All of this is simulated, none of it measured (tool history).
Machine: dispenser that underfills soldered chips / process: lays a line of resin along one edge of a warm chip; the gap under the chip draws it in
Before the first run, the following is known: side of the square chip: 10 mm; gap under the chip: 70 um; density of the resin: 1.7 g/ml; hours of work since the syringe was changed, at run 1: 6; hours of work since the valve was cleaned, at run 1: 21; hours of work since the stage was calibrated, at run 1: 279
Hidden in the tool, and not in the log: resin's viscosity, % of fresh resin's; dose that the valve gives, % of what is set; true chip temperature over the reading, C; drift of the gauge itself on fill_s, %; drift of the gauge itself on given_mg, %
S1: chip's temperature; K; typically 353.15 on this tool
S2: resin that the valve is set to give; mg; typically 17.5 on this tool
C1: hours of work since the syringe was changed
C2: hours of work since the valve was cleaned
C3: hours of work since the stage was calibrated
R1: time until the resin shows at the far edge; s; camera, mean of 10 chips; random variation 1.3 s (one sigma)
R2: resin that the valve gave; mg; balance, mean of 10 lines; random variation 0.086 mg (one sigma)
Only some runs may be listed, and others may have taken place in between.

run	hour	S1	S2	C1	C2	C3	R1	R2
1	0	353.15	17.5	6	21	279	168.4	17.25
# hour 8.2: new syringe of resin
2	14.7	353.15	17.5	4	30	288	153.8	17.01
3	21.2	339.15	17.5	8	34	293	320	17.09
# hour 24.7: new syringe of resin
4	28.2	339.15	17.5	2	38	297	240.3	16.96
5	40.3	366.15	17.5	10	46	304	127.2	17.04
# hour 41.8: new syringe of resin
6	47.2	353.15	17.5	3	50	308	151.1	16.92
7	54.1	353.15	17.5	8	54	313	183.9	16.78
# hour 58.7: new syringe of resin
8	68.6	353.15	17.5	6	63	322	172.1	16.56
# hour 75.2: new syringe of resin
9	83	353.15	17.5	5	72	330	159.2	16.62
# hour 92.1: new syringe of resin
10	92.8	353.15	17.5	0	78	336	129	16.45
11	102.8	353.15	17.5	7	84	343	177	16.4
# hour 109: new syringe of resin
12	115.3	353.15	17.5	4	92	350	152.2	16.19
13	123.6	353.15	17.5	9	97	355	199.2	16.17
# hour 125.9: new syringe of resin
14	132.5	353.15	17.5	4	102	361	151	16.17
15	138.9	358.15	17.5	8	106	365	155.7	15.98
# hour 143.1: new syringe of resin
16	151.9	358.15	17.5	5	114	373	137.9	15.85
# hour 159.6: new syringe of resin
17	164.8	358.15	17.5	3	122	381	125.8	15.87
18	172.9	353.15	17.5	8	127	386	190.7	15.63
# hour 176.6: new syringe of resin
19	183.5	341.15	15.6	4	133	392	259	14.05
# hour 193: new syringe of resin
# hour 195.5: dispensing valve cleaned and set on the balance
20	197.4	344.15	22.5	2	1	400	191.3	22.39
21	209.4	344.15	15.9	10	9	408	287.8	15.69
# hour 211.1: new syringe of resin
22	218.8	344.15	15.9	5	14	413	217.6	15.76
23	226.3	338.15	17.5	10	19	418	338.4	17.03
# hour 228.1: new syringe of resin
24	236.8	368.15	21.8	5	25	424	91.7	21.36
# hour 244.6: new syringe of resin
25	251.2	339.15	22.4	4	34	433	252.2	21.54
26	257.7	366.15	20.7	8	38	437	113.5	19.97
# hour 261.8: new syringe of resin
27	264.7	347.15	19.4	2	43	441	168.2	18.63
28	272.2	342.15	15.2	6	47	446	274.7	14.67
# hour 278.6: new syringe of resin
29	279.6	343.15	18.1	1	52	451	187.1	17.38
30	288.5	343.15	18.1	6	57	456	243.3	17.09
# hour 295.4: new syringe of resin
31	297.5	355.15	20.6	1	63	462	119	19.6
32	305.3	359.15	20.7	6	68	466	131.6	19.57
# hour 312.4: new syringe of resin
33	316.6	366.15	17.5	3	74	473	88.5	16.52
34	324.7	351.15	18.3	8	80	478	195.4	16.98
# hour 329.6: new syringe of resin
35	338.6	348.15	21.1	6	88	487	194.5	19.61

A few steps of R1 between consecutive runs. Split each: what settings, incoming material and random variation would produce without the hidden state, and what is left over for the hidden state, along with gauge scatter present in only one of the two compared results (measured, and without hidden state):
Run 2 -> 3: S1 353.15 -> 339.15. R1 +166.2 s: hidden state +74.1, all else +92.1.
Run 3 -> 4: new syringe of resin. R1 -79.7 s: hidden state -82.9, all else +3.2.
Run 20 -> 21: S2 22.5 -> 15.9. R1 +96.5 s: hidden state +89.3, all else +7.2.
Run 23 -> 24: S1 338.15 -> 368.15, S2 17.5 -> 21.8, new syringe of resin. R1 -246.7 s: hidden state -91.5, all else -155.2.
Run 24 -> 25: S1 368.15 -> 339.15, S2 21.8 -> 22.4, new syringe of resin. R1 +160.5 s: hidden state +17.4, all else +143.1.
